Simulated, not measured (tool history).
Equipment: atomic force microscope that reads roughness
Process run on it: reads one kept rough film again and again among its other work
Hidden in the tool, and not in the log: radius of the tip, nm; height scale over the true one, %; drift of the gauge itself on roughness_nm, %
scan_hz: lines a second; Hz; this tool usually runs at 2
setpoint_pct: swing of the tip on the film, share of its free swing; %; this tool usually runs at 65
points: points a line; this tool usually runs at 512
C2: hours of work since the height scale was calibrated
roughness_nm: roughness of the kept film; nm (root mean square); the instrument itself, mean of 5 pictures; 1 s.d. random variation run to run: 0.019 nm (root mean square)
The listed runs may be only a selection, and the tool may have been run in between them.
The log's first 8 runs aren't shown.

Run 9, hour 409.1: usual settings but scan_hz 3.6 Hz; pictures with this tip 127; C2 1107. Result: roughness_nm 4.105 nm (root mean square).
At hour 428.8: new tip fitted.
Run 10, hour 466.2: usual settings but scan_hz 3.6 Hz; pictures with this tip 42; C2 1142. Result: roughness_nm 4.333 nm (root mean square).
Run 11, hour 531: usual settings but scan_hz 3.6 Hz; pictures with this tip 114; C2 1181. Result: roughness_nm 4.13 nm (root mean square).
At hour 558.5: new tip fitted.
Run 12, hour 597.8: usual settings but scan_hz 3.6 Hz; pictures with this tip 43; C2 1222. Result: roughness_nm 4.245 nm (root mean square).
Run 13, hour 654.6: usual settings; pictures with this tip 107; C2 1256. Result: roughness_nm 4.198 nm (root mean square).
Run 14, hour 684.4: usual settings; pictures with this tip 140; C2 1275. Result: roughness_nm 4.136 nm (root mean square).
At hour 689: new tip fitted.
Run 15, hour 731.5: usual settings; pictures with this tip 47; C2 1303. Result: roughness_nm 4.368 nm (root mean square).
Run 16, hour 789.9: usual settings; pictures with this tip 112; C2 1339. Result: roughness_nm 4.211 nm (root mean square).
At hour 820: new tip fitted.
Run 17, hour 839: usual settings; pictures with this tip 21; C2 1368. Result: roughness_nm 4.458 nm (root mean square).
Run 18, hour 882.8: usual settings; pictures with this tip 70; C2 1395. Result: roughness_nm 4.314 nm (root mean square).
Run 19, hour 933.8: usual settings; pictures with this tip 127; C2 1426. Result: roughness_nm 4.17 nm (root mean square).
At hour 949.4: new tip fitted.
Run 20, hour 994.5: usual settings but setpoint_pct 77 %; pictures with this tip 50; C2 1463. Result: roughness_nm 4.276 nm (root mean square).
Run 21, hour 1032.1: usual settings but setpoint_pct 77 %; pictures with this tip 92; C2 1486. Result: roughness_nm 4.119 nm (root mean square).
Run 22, hour 1064.1: usual settings but setpoint_pct 62 %, points 372; pictures with this tip 128; C2 1505. Result: roughness_nm 4.218 nm (root mean square).
At hour 1079.4: new tip fitted.
Run 23, hour 1093.6: usual settings but scan_hz 2.97 Hz, setpoint_pct 63 %; pictures with this tip 16; C2 1523. Result: roughness_nm 4.447 nm (root mean square).
Run 24, hour 1137.6: usual settings but scan_hz 0.75 Hz, setpoint_pct 63 %; pictures with this tip 65; C2 1550. Result: roughness_nm 4.419 nm (root mean square).
Run 25, hour 1201.3: usual settings but scan_hz 0.76 Hz, setpoint_pct 61 %, points 728; pictures with this tip 136; C2 1589. Result: roughness_nm 4.264 nm (root mean square).
At hour 1210: new tip fitted.
Run 26, hour 1249.4: usual settings but scan_hz 0.53 Hz, setpoint_pct 61 %, points 710; pictures with this tip 44; C2 1618. Result: roughness_nm 4.474 nm (root mean square).

Run 27 is up next; what results do you expect?
Run 27, hour 1280.3: usual settings but scan_hz 1.78 Hz, setpoint_pct 84 %, points 710; pictures with this tip 79; C2 1637. Result: roughness_nm ?.

{"run 27": {"roughness_nm": 4.131}}
Without the tool's hidden state the same run would have given roughness_nm 4.384 nm (root mean square).
